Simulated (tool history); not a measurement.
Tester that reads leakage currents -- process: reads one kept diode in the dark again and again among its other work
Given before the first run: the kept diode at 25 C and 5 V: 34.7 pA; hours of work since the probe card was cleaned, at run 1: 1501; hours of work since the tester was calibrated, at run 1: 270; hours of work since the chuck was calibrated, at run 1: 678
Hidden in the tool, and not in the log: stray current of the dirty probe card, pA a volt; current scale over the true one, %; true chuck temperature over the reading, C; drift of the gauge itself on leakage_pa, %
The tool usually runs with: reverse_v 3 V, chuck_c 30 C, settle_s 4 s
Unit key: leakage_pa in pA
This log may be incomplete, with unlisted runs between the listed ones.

| run | hour | reverse_v | chuck_c | settle_s | hours of work since the probe card was cleaned | hours of work since the tester was calibrated | hours of work since the chuck was calibrated | leakage_pa |
|---|---|---|---|---|---|---|---|---|
| 1 | 0 | 3 | 30 | 4 | 1501 | 270 | 678 | 39.36 |
| 2 | 119.3 | 3 | 40 | 4 | 1589 | 357 | 765 | 78.62 |
| 3 | 233.6 | 3 | 40 | 4 | 1672 | 441 | 849 | 77.96 |
|  | 301.7 | chuck's temperature calibrated |
| 4 | 419.8 | 3 | 30 | 4 | 1807 | 576 | 86 | 43.24 |
|  | 447.4 | probe card cleaned and baked |
| 5 | 661.5 | 1.25 | 30 | 4 | 157 | 750 | 261 | 31.11 |
| 6 | 883.4 | 1.25 | 30 | 4 | 319 | 913 | 424 | 30.01 |
| 7 | 1146.3 | 4.1 | 22 | 5.06 | 512 | 1105 | 616 | 26.21 |
| 8 | 1349.3 | 4.1 | 22 | 5.06 | 660 | 1254 | 765 | 26.04 |
| 9 | 1469.6 | 4.1 | 22 | 5.06 | 748 | 1342 | 853 | 25.71 |
|  | 1532.3 | chuck's temperature calibrated |
| 10 | 1718.8 | 2.6 | 30 | 5.81 | 929 | 1523 | 137 | 42.4 |

Consider 5 possible next runs. They are alternatives, not a sequence: every one starts from the tool as it was left by run 10. What does each give?
|  | 1807.2 | probe card cleaned and baked, once more |
| A | 1857.8 | 3 | 30 | 0.9 | 37 | 1622 | 236 | ? |
|  | 1807.2 | probe card cleaned and baked, once more |
| B | 1857.8 | 1.52 | 30 | 0.51 | 37 | 1622 | 236 | ? |
|  | 1807.2 | probe card cleaned and baked, once more |
| C | 1857.8 | 9.9 | 53 | 5.18 | 37 | 1622 | 236 | ? |
|  | 1807.2 | probe card cleaned and baked, once more |
| D | 1857.8 | 11 | 36 | 4 | 37 | 1622 | 236 | ? |
|  | 1807.2 | probe card cleaned and baked, once more |
| E | 1857.8 | 12.39 | 30 | 5 | 37 | 1622 | 236 | ? |

| run | leakage_pa |
|---|---|
| A | 40.9 |
| B | 32.53 |
| C | 303.67 |
| D | 98.67 |
| E | 65.83 |
Without the tool's unlogged condition, the same runs would have read:
| run | leakage_pa |
|---|---|
| A | 42.81 |
| B | 34.07 |
| C | 316.76 |
| D | 103.11 |
| E | 68.79 |
